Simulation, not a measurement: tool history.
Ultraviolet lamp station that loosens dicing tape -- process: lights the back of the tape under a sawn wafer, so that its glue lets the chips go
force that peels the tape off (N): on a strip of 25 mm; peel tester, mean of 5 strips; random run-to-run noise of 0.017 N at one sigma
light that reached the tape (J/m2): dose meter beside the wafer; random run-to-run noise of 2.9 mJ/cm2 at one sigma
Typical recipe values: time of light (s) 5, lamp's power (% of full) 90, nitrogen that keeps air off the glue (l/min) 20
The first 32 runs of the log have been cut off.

run    hour  time of light (s)  lamp's power (% of full)  nitrogen that keeps air off the glue (l/min)  force that peels the tape off (N)  light that reached the tape (J/m2)
     1632.2  -- lamp changed
 33  1645.4                  5                        95                                            20                              0.777                                4310
 34  1682.6                  6                        64                                             9                              2.154                                3420
 35  1719.8                  6                        64                                             9                              2.335                                3360
 36  1781.8                  9                        90                                            31                              0.241                                6870
 37  1820.3                  5                        95                                            20                              0.975                                3960
 38  1873.4                  3                        96                                            20                               2.43                                2330
 39  1911.2                  6                        98                                            15                              0.912                                4600
 40  1964.3                  6                        80                                            30                              0.847                                3650
 41  2020.2                  6                        80                                            30                              0.927                                3520
 42  2087.2                  5                        98                                             8                              2.309                                3420
 43  2149.3                  5                        98                                             8                              2.463                                3320

Forecast each of these 3 alternatives for the next run:
  A  2200.3                  5                        93                                            35                                  ?                                   ?
  B  2200.3                  3                        65                                             8                                  ?                                   ?
  C  2200.3                  8                        77                                            13                                  ?                                   ?

run  force that peels the tape off (N)  light that reached the tape (J/m2)
  A                              1.146                                3080
  B                              5.652                                1270
  C                              1.366                                4050
What these runs would have given with no unlogged condition in the tool:
run  force that peels the tape off (N)  light that reached the tape (J/m2)
  A                               0.52                                4480
  B                              4.445                                1850
  C                               0.63                                5900

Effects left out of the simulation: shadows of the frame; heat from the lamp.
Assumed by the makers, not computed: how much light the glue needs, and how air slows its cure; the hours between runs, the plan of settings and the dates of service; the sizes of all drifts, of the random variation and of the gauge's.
